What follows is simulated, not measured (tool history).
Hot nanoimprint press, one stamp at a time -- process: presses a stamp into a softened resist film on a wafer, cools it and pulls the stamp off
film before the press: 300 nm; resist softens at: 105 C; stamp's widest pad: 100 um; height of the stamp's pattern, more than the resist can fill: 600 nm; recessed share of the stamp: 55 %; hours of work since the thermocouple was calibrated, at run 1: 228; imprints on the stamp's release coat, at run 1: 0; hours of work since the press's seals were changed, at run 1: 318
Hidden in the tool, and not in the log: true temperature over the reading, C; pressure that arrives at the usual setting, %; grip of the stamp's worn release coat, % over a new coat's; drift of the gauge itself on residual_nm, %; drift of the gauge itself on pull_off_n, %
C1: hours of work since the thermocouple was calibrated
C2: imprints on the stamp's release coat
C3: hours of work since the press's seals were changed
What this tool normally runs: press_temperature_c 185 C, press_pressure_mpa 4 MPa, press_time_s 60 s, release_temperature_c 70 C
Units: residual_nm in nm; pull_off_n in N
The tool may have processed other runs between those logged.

Run 1, day 0: usual settings; C1 228; C2 0; C3 318. Result: residual_nm 126.7 nm, pull_off_n 238 N.
Run 2, day 0.612: usual settings; C1 237; C2 65; C3 327. Result: residual_nm 126.6 nm, pull_off_n 240 N.
Run 3, day 0.933: usual settings but press_temperature_c 192 C; C1 242; C2 99; C3 332. Result: residual_nm 89.6 nm, pull_off_n 237 N.
Run 4, day 1.292: usual settings but press_temperature_c 192 C; C1 247; C2 136; C3 337. Result: residual_nm 88.1 nm, pull_off_n 237 N.
Run 5, day 1.758: usual settings but press_time_s 56 s; C1 254; C2 186; C3 344. Result: residual_nm 129.8 nm, pull_off_n 237 N.
Run 6, day 2.308: usual settings but press_temperature_c 180 C, press_time_s 56 s; C1 263; C2 244; C3 353. Result: residual_nm 164.7 nm, pull_off_n 237 N.
Run 7, day 3.096: usual settings but press_temperature_c 180 C, press_time_s 56 s, release_temperature_c 73 C; C1 274; C2 327; C3 365. Result: residual_nm 165 nm, pull_off_n 236 N.
Run 8, day 3.629: usual settings but press_temperature_c 180 C, press_time_s 56 s, release_temperature_c 73 C; C1 283; C2 383; C3 373. Result: residual_nm 164.9 nm, pull_off_n 237 N.
Run 9, day 4.238: usual settings; C1 292; C2 447; C3 382. Result: residual_nm 126.3 nm, pull_off_n 239 N.
Run 10, day 4.854: usual settings; C1 301; C2 512; C3 391. Result: residual_nm 125.7 nm, pull_off_n 238 N.
Run 11, day 5.179: usual settings but release_temperature_c 62 C; C1 306; C2 546; C3 396. Result: residual_nm 125.8 nm, pull_off_n 247 N.
Run 12, day 5.562: usual settings; C1 312; C2 587; C3 402. Result: residual_nm 125.8 nm, pull_off_n 240 N.
Run 13, day 6.338: usual settings; C1 324; C2 669; C3 414. Result: residual_nm 126.2 nm, pull_off_n 243 N.
Run 14, day 6.667: usual settings; C1 328; C2 703; C3 419. Result: residual_nm 125.6 nm, pull_off_n 236 N.
Run 15, day 7.233: usual settings; C1 337; C2 763; C3 427. Result: residual_nm 125.2 nm, pull_off_n 245 N.

What will run 16 give?
Run 16, day 7.979: usual settings; C1 348; C2 842; C3 438. Result: residual_nm ?, pull_off_n ?.

{"run 16": {"residual_nm": 125, "pull_off_n": 241}}
Were there no unlogged condition in the tool, this run, its random variation unchanged, would have produced residual_nm 126.6 nm, pull_off_n 240 N.
